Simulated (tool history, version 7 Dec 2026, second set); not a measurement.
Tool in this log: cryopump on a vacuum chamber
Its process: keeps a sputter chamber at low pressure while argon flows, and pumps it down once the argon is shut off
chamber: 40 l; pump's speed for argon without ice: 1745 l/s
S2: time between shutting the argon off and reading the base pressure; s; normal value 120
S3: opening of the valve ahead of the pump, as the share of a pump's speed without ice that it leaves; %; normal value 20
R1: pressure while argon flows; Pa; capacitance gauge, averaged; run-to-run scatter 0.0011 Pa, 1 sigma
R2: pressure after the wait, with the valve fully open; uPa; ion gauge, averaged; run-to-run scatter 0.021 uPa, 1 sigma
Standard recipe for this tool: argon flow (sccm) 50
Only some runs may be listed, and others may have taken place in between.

Run 1, hour 0: usual settings. Result: R1 0.2441 Pa, R2 0.92 uPa.
Run 2, hour 20.1: usual settings but S3 17 %. Result: R1 0.2874 Pa, R2 0.88 uPa.
Run 3, hour 54.7: usual settings. Result: R1 0.2451 Pa, R2 0.95 uPa.
Run 4, hour 75.3: usual settings. Result: R1 0.2429 Pa, R2 0.95 uPa.
Run 5, hour 95.4: usual settings. Result: R1 0.244 Pa, R2 0.96 uPa.
Run 6, hour 130.5: usual settings. Result: R1 0.2467 Pa, R2 0.97 uPa.
Run 7, hour 145.9: usual settings. Result: R1 0.2467 Pa, R2 1 uPa.
Run 8, hour 170.6: usual settings. Result: R1 0.2465 Pa, R2 1.02 uPa.
Run 9, hour 191: usual settings. Result: R1 0.2471 Pa, R2 1.01 uPa.
Run 10, hour 222.4: usual settings but argon flow (sccm) 99. Result: R1 0.4932 Pa, R2 1.07 uPa.
Run 11, hour 254.2: usual settings but argon flow (sccm) 99. Result: R1 0.4914 Pa, R2 1.1 uPa.
Run 12, hour 275.7: usual settings but argon flow (sccm) 99. Result: R1 0.4932 Pa, R2 1.06 uPa.
Run 13, hour 309.5: usual settings. Result: R1 0.2503 Pa, R2 1.09 uPa.
Run 14, hour 341.1: usual settings. Result: R1 0.2515 Pa, R2 1.09 uPa.
Run 15, hour 362.5: usual settings but argon flow (sccm) 84, S2 89 s, S3 30 %. Result: R1 0.284 Pa, R2 1.19 uPa.
Run 16, hour 387.7: usual settings but argon flow (sccm) 84, S2 89 s, S3 30 %. Result: R1 0.286 Pa, R2 1.22 uPa.
Run 17, hour 419.5: usual settings but argon flow (sccm) 32, S2 189 s, S3 19 %. Result: R1 0.1694 Pa, R2 1.01 uPa.
Run 18, hour 453.7: usual settings but argon flow (sccm) 28. Result: R1 0.1422 Pa, R2 1.15 uPa.
Run 19, hour 488.2: usual settings but argon flow (sccm) 60, S3 51 %. Result: R1 0.126 Pa, R2 1.22 uPa.
Run 20, hour 515.4: usual settings but argon flow (sccm) 60, S3 51 %. Result: R1 0.1282 Pa, R2 1.16 uPa.
Run 21, hour 534.5: usual settings but argon flow (sccm) 21, S3 32 %. Result: R1 0.0688 Pa, R2 1.21 uPa.
Run 22, hour 563.9: usual settings but argon flow (sccm) 22, S3 32 %. Result: R1 0.0719 Pa, R2 1.2 uPa.
Run 23, hour 596.2: usual settings but argon flow (sccm) 22, S3 32 %. Result: R1 0.073 Pa, R2 1.2 uPa.
Run 24, hour 620.8: usual settings but argon flow (sccm) 22, S3 32 %. Result: R1 0.0721 Pa, R2 1.25 uPa.
Run 25, hour 642.9: usual settings but S3 15 %. Result: R1 0.3355 Pa, R2 1.26 uPa.
Run 26, hour 665.1: usual settings but argon flow (sccm) 24, S2 170 s, S3 55 %. Result: R1 0.0502 Pa, R2 1.2 uPa.
Run 27, hour 681.1: usual settings but S2 21 s, S3 22 %. Result: R1 0.2366 Pa, R2 2.81 uPa.

Branching from run 27: 5 alternative next runs. What would each branch give?
Run A, hour 715.6: usual settings but argon flow (sccm) 36, S3 26 %. Result: R1 ?, R2 ?.
Run B, hour 715.6: usual settings but S2 21 s. Result: R1 ?, R2 ?.
Run C, hour 715.6: usual settings but argon flow (sccm) 28, S2 206 s, S3 21 %. Result: R1 ?, R2 ?.
Run D, hour 715.6: usual settings but argon flow (sccm) 21, S2 190 s, S3 47 %. Result: R1 ?, R2 ?.
Run E, hour 715.6: usual settings but argon flow (sccm) 23, S3 25 %. Result: R1 ?, R2 ?.

run      R1    R2
  A  0.1462  1.34
  B  0.2578  2.87
  C   0.139  1.17
  D  0.0504   1.2
  E  0.0965  1.35
With no hidden state in the tool, these same runs would have given:
run      R1    R2
  A  0.1344   0.5
  B  0.2415  2.03
  C  0.1298  0.36
  D  0.0435  0.36
  E   0.089  0.51
